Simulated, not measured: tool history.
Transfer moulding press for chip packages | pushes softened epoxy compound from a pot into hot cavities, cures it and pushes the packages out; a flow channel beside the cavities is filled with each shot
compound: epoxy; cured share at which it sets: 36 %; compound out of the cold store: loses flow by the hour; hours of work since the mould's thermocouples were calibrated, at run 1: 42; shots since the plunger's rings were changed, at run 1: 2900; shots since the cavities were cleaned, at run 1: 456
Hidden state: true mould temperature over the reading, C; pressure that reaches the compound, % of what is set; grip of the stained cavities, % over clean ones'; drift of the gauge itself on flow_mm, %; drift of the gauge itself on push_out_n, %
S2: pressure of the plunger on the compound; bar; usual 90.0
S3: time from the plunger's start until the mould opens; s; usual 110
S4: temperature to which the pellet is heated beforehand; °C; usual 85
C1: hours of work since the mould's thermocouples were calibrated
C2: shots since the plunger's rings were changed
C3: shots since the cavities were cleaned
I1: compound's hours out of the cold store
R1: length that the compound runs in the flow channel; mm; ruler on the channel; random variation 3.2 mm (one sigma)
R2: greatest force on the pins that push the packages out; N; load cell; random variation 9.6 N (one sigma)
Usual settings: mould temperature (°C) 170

run 1 hour=0.0 | mould_temperature_(°C)=170 S2=90.0 S3=110 S4=85 | C1=42 C2=2900 C3=456 | I1=39.2 | R1=608 R2=707
run 2 hour=15.8 | mould_temperature_(°C)=170 S2=71.8 S3=110 S4=85 | C1=54 C2=3087 C3=643 | I1=31.5 | R1=557 R2=788
run 3 hour=29.7 | mould_temperature_(°C)=170 S2=71.8 S3=110 S4=85 | C1=64 C2=3251 C3=807 | I1=17.3 | R1=594 R2=845
run 4 hour=43.4 | mould_temperature_(°C)=170 S2=71.8 S3=110 S4=85 | C1=74 C2=3414 C3=970 | I1=33.5 | R1=554 R2=833
-- hour=52.6 cavities cleaned with cleaning compound and waxed
run 5 hour=52.7 | mould_temperature_(°C)=170 S2=90.0 S3=110 S4=85 | C1=79 C2=3506 C3=1 | I1=19.0 | R1=661 R2=1071
run 6 hour=60.8 | mould_temperature_(°C)=170 S2=90.0 S3=110 S4=85 | C1=85 C2=3602 C3=97 | I1=44.4 | R1=586 R2=1001
run 7 hour=69.4 | mould_temperature_(°C)=170 S2=90.0 S3=110 S4=85 | C1=91 C2=3703 C3=198 | I1=12.3 | R1=677 R2=1037
run 8 hour=86.1 | mould_temperature_(°C)=170 S2=90.0 S3=110 S4=85 | C1=103 C2=3901 C3=396 | I1=12.4 | R1=677 R2=1031
-- hour=99.4 cavities cleaned with cleaning compound and waxed, once more
run 9 hour=102.7 | mould_temperature_(°C)=170 S2=90.0 S3=110 S4=85 | C1=114 C2=4080 C3=39 | I1=30.1 | R1=624 R2=489
run 10 hour=115.6 | mould_temperature_(°C)=170 S2=90.0 S3=110 S4=85 | C1=124 C2=4232 C3=191 | I1=41.9 | R1=594 R2=567
run 11 hour=129.8 | mould_temperature_(°C)=170 S2=90.0 S3=91 S4=85 | C1=134 C2=4400 C3=359 | I1=20.3 | R1=648 R2=1023
run 12 hour=145.8 | mould_temperature_(°C)=170 S2=90.0 S3=91 S4=85 | C1=146 C2=4590 C3=549 | I1=28.2 | R1=631 R2=1112
run 13 hour=156.6 | mould_temperature_(°C)=171 S2=90.0 S3=91 S4=85 | C1=153 C2=4717 C3=676 | I1=43.9 | R1=584 R2=1007
run 14 hour=169.9 | mould_temperature_(°C)=170 S2=90.0 S3=110 S4=85 | C1=163 C2=4875 C3=834 | I1=46.8 | R1=577 R2=800
run 15 hour=183.1 | mould_temperature_(°C)=170 S2=90.0 S3=110 S4=85 | C1=173 C2=5031 C3=990 | I1=30.9 | R1=616 R2=872
-- hour=190.1 cavities cleaned with cleaning compound and waxed
run 16 hour=200.4 | mould_temperature_(°C)=170 S2=90.0 S3=106 S4=76 | C1=184 C2=5218 C3=121 | I1=42.4 | R1=589 R2=564
-- hour=203.7 plunger's sealing rings changed
run 17 hour=216.2 | mould_temperature_(°C)=170 S2=97.8 S3=110 S4=85 | C1=194 C2=148 C3=278 | I1=32.8 | R1=663 R2=632
run 18 hour=227.4 | mould_temperature_(°C)=170 S2=97.8 S3=111 S4=85 | C1=202 C2=281 C3=411 | I1=39.3 | R1=641 R2=681
run 19 hour=238.3 | mould_temperature_(°C)=170 S2=97.8 S3=111 S4=85 | C1=210 C2=410 C3=540 | I1=38.6 | R1=644 R2=704
run 20 hour=246.3 | mould_temperature_(°C)=178 S2=69.0 S3=111 S4=77 | C1=215 C2=504 C3=634 | I1=19.5 | R1=564 R2=612
run 21 hour=263.4 | mould_temperature_(°C)=178 S2=69.0 S3=111 S4=77 | C1=228 C2=708 C3=838 | I1=32.9 | R1=531 R2=696
run 22 hour=272.0 | mould_temperature_(°C)=172 S2=69.0 S3=111 S4=86 | C1=234 C2=809 C3=939 | I1=43.9 | R1=526 R2=772
-- hour=283.0 cavities cleaned with cleaning compound and waxed
run 23 hour=288.1 | mould_temperature_(°C)=172 S2=69.0 S3=111 S4=86 | C1=244 C2=982 C3=60 | I1=9.7 | R1=599 R2=464

The next listed run, before its measurement:
run 24 hour=297.2 | mould_temperature_(°C)=170 S2=90.0 S3=110 S4=82 | C1=251 C2=1090 C3=168 | I1=28.9 | R1=? R2=?

{"run 24": {"R1": 641, "R2": 582}}
Without the tool's hidden state the same run would have given R1 644 mm, R2 445 N.
